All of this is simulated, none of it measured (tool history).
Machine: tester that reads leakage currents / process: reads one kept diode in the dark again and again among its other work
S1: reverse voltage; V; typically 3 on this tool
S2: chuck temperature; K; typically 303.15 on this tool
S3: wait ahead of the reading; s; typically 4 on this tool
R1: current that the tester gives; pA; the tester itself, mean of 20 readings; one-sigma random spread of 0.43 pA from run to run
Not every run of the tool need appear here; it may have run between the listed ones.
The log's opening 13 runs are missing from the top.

-- day=109.625 chuck's temperature calibrated
run 14 day=112.783 | S1=1.48 S2=303.15 S3=4 | R1=108.49
run 15 day=122.288 | S1=1.48 S2=303.15 S3=4 | R1=107.91
run 16 day=127.558 | S1=1.48 S2=312.15 S3=4 | R1=234.68
run 17 day=134.138 | S1=7.17 S2=310.15 S3=4 | R1=344.39
run 18 day=141.467 | S1=7.17 S2=310.15 S3=4 | R1=343.08
run 19 day=147.738 | S1=7.17 S2=310.15 S3=4 | R1=342.14
run 20 day=153.85 | S1=5.96 S2=305.15 S3=4 | R1=207.52
-- day=157.912 chuck's temperature calibrated
run 21 day=163.354 | S1=2.99 S2=313.15 S3=0.99 | R1=333.26
run 22 day=170.975 | S1=3 S2=311.15 S3=0.85 | R1=278.29
run 23 day=179.767 | S1=15.17 S2=310.15 S3=2.58 | R1=457.79
run 24 day=191.096 | S1=15.17 S2=310.15 S3=2.58 | R1=454.72
-- day=198.088 tester calibrated
run 25 day=202.35 | S1=15.17 S2=310.15 S3=2.58 | R1=460.6
-- day=206.117 chuck's temperature calibrated
run 26 day=208.142 | S1=9.81 S2=300.15 S3=0.39 | R1=182.04
run 27 day=215.488 | S1=9.81 S2=300.15 S3=0.39 | R1=181.08
run 28 day=220.121 | S1=5.2 S2=303.15 S3=2.11 | R1=174.71
-- day=222.238 probe card cleaned and baked
run 29 day=229.575 | S1=5.43 S2=326.15 S3=2.11 | R1=1155.18
run 30 day=235.292 | S1=2.96 S2=294.15 S3=4 | R1=58.42
run 31 day=241.012 | S1=6.68 S2=296.15 S3=0.83 | R1=97.44

5 options for the next run, each taken on its own from the tool as it stands now. Forecast them:
run A day=250.05 | S1=3.64 S2=303.15 S3=7.12 | R1=?
run B day=250.05 | S1=7.46 S2=323.15 S3=1.32 | R1=?
run C day=250.05 | S1=5.37 S2=329.15 S3=1.05 | R1=?
run D day=250.05 | S1=2.08 S2=328.15 S3=0.46 | R1=?
run E day=250.05 | S1=6.68 S2=299.15 S3=0.83 | R1=?

run=A R1=143.6
run=B R1=1005.93
run=C R1=1425.74
run=D R1=950.03
run=E R1=127.72
What these runs would have given with no unlogged condition in the tool:
run=A R1=151.07
run=B R1=1056.63
run=C R1=1496.61
run=D R1=997.93
run=E R1=133.39

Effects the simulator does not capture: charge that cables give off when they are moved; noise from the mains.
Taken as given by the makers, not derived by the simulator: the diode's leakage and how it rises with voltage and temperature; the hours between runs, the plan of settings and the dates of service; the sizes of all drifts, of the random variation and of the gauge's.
